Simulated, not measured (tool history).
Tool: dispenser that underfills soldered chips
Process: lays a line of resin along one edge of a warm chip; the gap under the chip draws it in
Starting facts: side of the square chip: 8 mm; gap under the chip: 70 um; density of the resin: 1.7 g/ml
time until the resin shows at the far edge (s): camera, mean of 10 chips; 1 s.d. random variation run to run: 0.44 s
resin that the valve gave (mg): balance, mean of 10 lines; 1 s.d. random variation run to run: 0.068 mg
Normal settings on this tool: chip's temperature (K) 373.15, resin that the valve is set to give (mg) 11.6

| run | hour | chip's temperature (K) | resin that the valve is set to give (mg) | time until the resin shows at the far edge (s) | resin that the valve gave (mg) |
|---|---|---|---|---|---|
| 1 | 0 | 373.15 | 11.6 | 32.5 | 11.47 |
| 2 | 5.3 | 373.15 | 11.6 | 39.2 | 11.39 |
| 3 | 8.1 | 373.15 | 11.6 | 41.1 | 11.31 |
| 4 | 12 | 373.15 | 11.6 | 45.1 | 11.34 |
|  | 14.2 | new syringe of resin |
| 5 | 16.9 | 373.15 | 11.6 | 34.2 | 11.33 |
| 6 | 19.8 | 373.15 | 11.6 | 36.9 | 11.39 |
| 7 | 22.3 | 373.15 | 11.6 | 39.5 | 11.26 |
| 8 | 27.9 | 373.15 | 11.6 | 47 | 11.19 |
|  | 29.8 | new syringe of resin |
| 9 | 33.8 | 373.15 | 11.6 | 35.7 | 11.22 |
| 10 | 38.2 | 373.15 | 11.6 | 39.4 | 11.25 |
| 11 | 41.7 | 373.15 | 11.6 | 44.6 | 11.21 |
|  | 45.2 | new syringe of resin |
| 12 | 46.6 | 373.15 | 11.6 | 32.6 | 11.24 |
| 13 | 52.1 | 373.15 | 11.6 | 38.6 | 11.27 |
| 14 | 57.2 | 373.15 | 11.6 | 43.3 | 11.1 |
|  | 60.6 | new syringe of resin |
| 15 | 62.1 | 373.15 | 11.6 | 33.1 | 11.07 |
| 16 | 66.6 | 383.15 | 11.6 | 23.9 | 11.11 |
| 17 | 69.9 | 373.15 | 11.6 | 40.7 | 11.09 |
| 18 | 73.6 | 373.15 | 11.6 | 44.9 | 11.04 |
|  | 75.9 | new syringe of resin |
| 19 | 76.7 | 385.15 | 12.6 | 19.6 | 12.13 |
| 20 | 79.6 | 381.15 | 10.7 | 26.1 | 10.22 |
| 21 | 83.8 | 375.15 | 14.2 | 35.6 | 13.46 |
| 22 | 88.1 | 375.15 | 14.2 | 40 | 13.68 |
|  | 91.5 | new syringe of resin |
| 23 | 92.9 | 382.15 | 11 | 23.1 | 10.49 |
| 24 | 98.4 | 382.15 | 11 | 26.5 | 10.48 |
| 25 | 102.6 | 366.15 | 12.3 | 57.8 | 11.79 |
|  | 106.8 | new syringe of resin |
| 26 | 107.5 | 366.15 | 12.3 | 43.7 | 11.59 |
| 27 | 111.3 | 366.15 | 15.1 | 47.9 | 14.32 |
| 28 | 114.4 | 366.15 | 15.1 | 51.9 | 14.18 |
| 29 | 120 | 359.15 | 12.2 | 84.1 | 11.5 |
|  | 122.3 | new syringe of resin |
| 30 | 125.5 | 367.15 | 10.5 | 45.3 | 10.03 |
| 31 | 127.9 | 384.15 | 12.2 | 22.9 | 11.44 |
|  | 131.4 | dispensing valve cleaned and set on the balance |
| 32 | 134.1 | 387.15 | 10.7 | 24.3 | 10.64 |
|  | 139 | new syringe of resin |
| 33 | 139.2 | 365.15 | 11.8 | 42.1 | 11.66 |
| 34 | 144.5 | 373.15 | 11.2 | 35.2 | 11.08 |
| 35 | 147 | 360.15 | 11.2 | 67.3 | 10.99 |

Alternative continuations, all from the tool just after run 35; predict every row:
| A | 151.2 | 363.15 | 11.2 | ? | ? |
| B | 151.2 | 387.15 | 13 | ? | ? |
| C | 151.2 | 366.15 | 10.3 | ? | ? |
| D | 151.2 | 378.15 | 11.2 | ? | ? |
| E | 151.2 | 381.15 | 13.8 | ? | ? |

| run | time until the resin shows at the far edge (s) | resin that the valve gave (mg) |
|---|---|---|
| A | 65.9 | 11.07 |
| B | 24.1 | 12.89 |
| C | 58.7 | 10.32 |
| D | 34.8 | 11.09 |
| E | 29.6 | 13.73 |
What these runs would have given with no unlogged condition in the tool:
| run | time until the resin shows at the far edge (s) | resin that the valve gave (mg) |
|---|---|---|
| A | 50.4 | 11.18 |
| B | 18.3 | 13.02 |
| C | 44.9 | 10.42 |
| D | 26.5 | 11.2 |
| E | 22.4 | 13.87 |

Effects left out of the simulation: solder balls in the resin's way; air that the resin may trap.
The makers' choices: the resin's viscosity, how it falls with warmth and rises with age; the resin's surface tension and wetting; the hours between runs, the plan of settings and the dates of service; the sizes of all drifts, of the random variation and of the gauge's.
